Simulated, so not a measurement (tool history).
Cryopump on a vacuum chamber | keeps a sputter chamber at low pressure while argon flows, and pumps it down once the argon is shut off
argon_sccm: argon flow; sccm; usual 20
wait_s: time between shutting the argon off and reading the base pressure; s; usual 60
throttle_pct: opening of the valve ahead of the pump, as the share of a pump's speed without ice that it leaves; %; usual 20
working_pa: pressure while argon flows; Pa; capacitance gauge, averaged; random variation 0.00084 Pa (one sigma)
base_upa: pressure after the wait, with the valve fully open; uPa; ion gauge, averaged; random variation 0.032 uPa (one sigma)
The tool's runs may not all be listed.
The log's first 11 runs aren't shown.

run	day	argon_sccm	wait_s	throttle_pct	hours of work since the pump was warmed up and emptied	hours of work since the cold head was overhauled	hours of work since the chamber's fittings were tightened	working_pa	base_upa
12	13.233	20	60	20	627	627	2122	0.1792	4.94
13	14.925	20	60	20	647	647	2142	0.1791	4.97
14	15.671	20	60	20	656	656	2151	0.1791	5.00
15	16.579	20	60	20	667	667	2162	0.1800	5.12
16	17.304	20	60	20	676	676	2171	0.1801	5.00
17	19.000	20	60	20	696	696	2191	0.1797	5.13
18	20.479	32	32	22	714	714	2209	0.2648	6.38
19	21.871	32	32	22	731	731	2226	0.2636	6.34
20	23.512	9	54	39	751	751	2246	0.0453	5.51
21	25.058	36	137	20	769	769	2264	0.3268	4.67
22	26.429	31	29	17	786	786	2281	0.3293	6.84
23	27.204	31	29	17	795	795	2290	0.3311	6.83
24	28.025	16	60	20	805	805	2300	0.1460	5.58
25	29.029	9	60	26	817	817	2312	0.0646	5.63
26	29.783	9	60	26	826	826	2321	0.0651	5.57
27	31.396	13	224	26	845	845	2340	0.0942	4.65
28	32.825	11	60	28	862	862	2357	0.0739	5.60
# day 33.733: pump warmed up, emptied and cooled again
29	33.800	27	58	35	1	872	2367	0.1307	4.45
30	34.900	24	58	26	14	885	2380	0.1593	4.58
31	36.583	24	58	26	34	905	2400	0.1577	4.73
32	37.412	20	60	45	44	915	2410	0.0766	4.59
33	38.696	20	60	45	60	930	2425	0.0765	4.58

Forecast each of these 3 alternatives for the next run:
A	40.379	20	60	37	80	950	2445	?	?
B	40.379	16	60	45	80	950	2445	?	?
C	40.379	10	296	21	80	950	2445	?	?

run	working_pa	base_upa
A	0.0940	4.83
B	0.0615	4.71
C	0.0816	3.51
Without the tool's hidden state the same runs would have given:
run	working_pa	base_upa
A	0.0927	1.69
B	0.0604	1.67
C	0.0810	0.53
